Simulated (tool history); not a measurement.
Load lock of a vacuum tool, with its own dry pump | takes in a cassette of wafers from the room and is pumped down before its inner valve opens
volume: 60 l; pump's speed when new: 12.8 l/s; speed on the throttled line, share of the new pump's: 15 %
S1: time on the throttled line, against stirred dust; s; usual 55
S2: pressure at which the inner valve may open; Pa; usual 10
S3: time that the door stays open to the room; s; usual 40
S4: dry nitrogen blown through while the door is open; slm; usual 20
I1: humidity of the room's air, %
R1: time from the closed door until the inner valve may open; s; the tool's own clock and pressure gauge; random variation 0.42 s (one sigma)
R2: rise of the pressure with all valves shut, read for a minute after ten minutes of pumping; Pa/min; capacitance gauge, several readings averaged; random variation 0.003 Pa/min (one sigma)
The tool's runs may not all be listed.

run,hour,S1,S2,S3,S4,I1,R1,R2
1,0.0,55,10,40,20,46.4,97.0,0.150
2,386.4,55,10,40,20,43.7,98.1,0.156
3,984.4,55,10,199,20,44.6,97.9,0.241
4,1413.7,55,10,199,20,43.0,97.4,0.235
5,1876.3,55,10,199,20,47.9,98.9,0.254
# hour 2183.0: dry pump taken out, an overhauled one fitted
6,2251.0,55,10,40,20,47.0,90.6,0.169
7,2665.4,78,10,40,20,41.2,109.8,0.172
8,2973.5,78,10,40,20,46.1,109.6,0.178
9,3379.2,78,10,40,20,41.5,109.8,0.172
10,3751.4,78,10,40,20,42.4,110.4,0.182
11,4213.2,78,10,40,20,48.7,111.5,0.185
12,4828.1,55,9,40,20,41.9,91.5,0.189
13,5259.2,45,10,40,20,44.4,83.5,0.199
14,5665.6,45,10,40,20,47.3,83.3,0.205
15,6273.1,55,10,40,20,46.7,92.1,0.208
16,6677.0,78,10,40,20,46.3,111.9,0.209
17,7248.6,55,10,40,26,47.4,93.1,0.216
18,7672.9,55,11,40,26,46.2,92.3,0.213
19,7934.2,55,11,226,4,47.1,91.8,0.372
20,8490.3,55,18,226,4,47.5,90.9,0.375
21,9102.1,85,10,40,29,43.0,118.5,0.231
22,9514.7,85,8,40,29,48.7,120.2,0.239
23,10054.9,62,8,50,29,43.4,100.8,0.247
24,10541.1,78,9,50,33,46.0,115.6,0.243
25,10913.9,48,10,39,20,48.2,89.6,0.254
26,11515.1,55,10,165,20,49.2,94.9,0.334
27,11981.3,55,10,165,20,46.1,95.0,0.328
28,12399.6,55,10,27,14,46.6,95.9,0.267
29,12788.7,55,10,27,14,43.6,96.3,0.264
30,13258.9,55,10,27,14,45.6,96.6,0.269
31,13624.1,72,10,27,5,45.6,111.3,0.280
32,14008.3,36,9,25,17,42.0,82.2,0.272
33,14306.2,55,10,69,20,43.8,97.9,0.298
34,14835.0,52,7,69,20,43.1,97.4,0.303

Forecast run 35:
# hour 15192.8: dry pump taken out, an overhauled one fitted
35,15444.3,52,7,69,20,47.9,?,?

{"run 35": {"R1": 88.9, "R2": 0.321}}
Without the tool's hidden state the same run would have given R1 89.0 s, R2 0.061 Pa/min.
